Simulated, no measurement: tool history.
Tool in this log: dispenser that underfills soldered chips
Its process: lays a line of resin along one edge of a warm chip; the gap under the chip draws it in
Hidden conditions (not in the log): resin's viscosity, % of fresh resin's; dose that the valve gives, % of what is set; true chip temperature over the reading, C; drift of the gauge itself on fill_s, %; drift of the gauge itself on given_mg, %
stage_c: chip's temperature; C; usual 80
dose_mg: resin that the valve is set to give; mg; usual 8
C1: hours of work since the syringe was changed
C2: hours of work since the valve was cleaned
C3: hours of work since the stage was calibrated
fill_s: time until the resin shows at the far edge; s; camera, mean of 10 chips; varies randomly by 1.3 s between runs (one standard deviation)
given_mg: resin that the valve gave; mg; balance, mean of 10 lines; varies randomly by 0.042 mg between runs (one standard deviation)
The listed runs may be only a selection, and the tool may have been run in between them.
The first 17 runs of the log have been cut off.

run 18 hour=86.1 | stage_c=84 dose_mg=8 | C1=7 C2=10 C3=252 | fill_s=144 given_mg=7.97
-- hour=86.8 new syringe of resin
run 19 hour=92.9 | stage_c=94 dose_mg=7.93 | C1=5 C2=15 C3=257 | fill_s=96.8 given_mg=7.87
-- hour=96.4 new syringe of resin
run 20 hour=99.7 | stage_c=94 dose_mg=7.93 | C1=3 C2=20 C3=262 | fill_s=87.9 given_mg=7.85
run 21 hour=104.8 | stage_c=66 dose_mg=9.01 | C1=7 C2=24 C3=266 | fill_s=249.7 given_mg=8.86
-- hour=106.1 new syringe of resin
run 22 hour=109.5 | stage_c=66 dose_mg=9.01 | C1=3 C2=27 C3=270 | fill_s=201.3 given_mg=8.83
run 23 hour=112.6 | stage_c=66 dose_mg=9.01 | C1=5 C2=30 C3=272 | fill_s=227.5 given_mg=8.91
-- hour=115.5 new syringe of resin
run 24 hour=117.9 | stage_c=66 dose_mg=9.01 | C1=2 C2=34 C3=276 | fill_s=197.8 given_mg=8.83
run 25 hour=122.1 | stage_c=66 dose_mg=9.01 | C1=5 C2=37 C3=279 | fill_s=226.6 given_mg=8.82
-- hour=124.9 new syringe of resin
run 26 hour=126.8 | stage_c=66 dose_mg=9.01 | C1=1 C2=40 C3=283 | fill_s=191.7 given_mg=8.83
run 27 hour=133 | stage_c=66 dose_mg=9.01 | C1=6 C2=45 C3=288 | fill_s=240.1 given_mg=8.83
-- hour=134.3 new syringe of resin
run 28 hour=136.5 | stage_c=66 dose_mg=9.01 | C1=2 C2=48 C3=290 | fill_s=192.9 given_mg=8.81
run 29 hour=139.6 | stage_c=75 dose_mg=8 | C1=4 C2=50 C3=292 | fill_s=166.2 given_mg=7.83
-- hour=143.8 new syringe of resin
run 30 hour=145.8 | stage_c=72 dose_mg=8.01 | C1=2 C2=55 C3=297 | fill_s=159.8 given_mg=7.85
run 31 hour=151.1 | stage_c=90 dose_mg=8 | C1=6 C2=59 C3=301 | fill_s=110.8 given_mg=7.75
-- hour=153.3 new syringe of resin
run 32 hour=154.6 | stage_c=77 dose_mg=7.7 | C1=1 C2=61 C3=304 | fill_s=136.2 given_mg=7.5
run 33 hour=160.6 | stage_c=77 dose_mg=7.7 | C1=6 C2=66 C3=308 | fill_s=165.2 given_mg=7.46
-- hour=162.9 new syringe of resin
run 34 hour=166.3 | stage_c=81 dose_mg=8 | C1=3 C2=70 C3=313 | fill_s=126.4 given_mg=7.69
-- hour=172.3 new syringe of resin
run 35 hour=172.6 | stage_c=81 dose_mg=9.73 | C1=0 C2=75 C3=317 | fill_s=106.9 given_mg=9.4

Predict each of these 4 candidate next runs independently; none follows another, all start after run 35:
run A hour=176.6 | stage_c=72 dose_mg=8.48 | C1=3 C2=78 C3=320 | fill_s=? given_mg=?
run B hour=176.6 | stage_c=81 dose_mg=10.08 | C1=3 C2=78 C3=320 | fill_s=? given_mg=?
run C hour=176.6 | stage_c=92 dose_mg=7.77 | C1=3 C2=78 C3=320 | fill_s=? given_mg=?
run D hour=176.6 | stage_c=79 dose_mg=6.92 | C1=3 C2=78 C3=320 | fill_s=? given_mg=?

run=A fill_s=171.1 given_mg=8.22
run=B fill_s=126.2 given_mg=9.71
run=C fill_s=93.6 given_mg=7.53
run=D fill_s=147.2 given_mg=6.69
Without the tool's hidden state the same runs would have given:
run=A fill_s=154.8 given_mg=8.53
run=B fill_s=114.3 given_mg=10.07
run=C fill_s=83.7 given_mg=7.81
run=D fill_s=131.6 given_mg=6.94
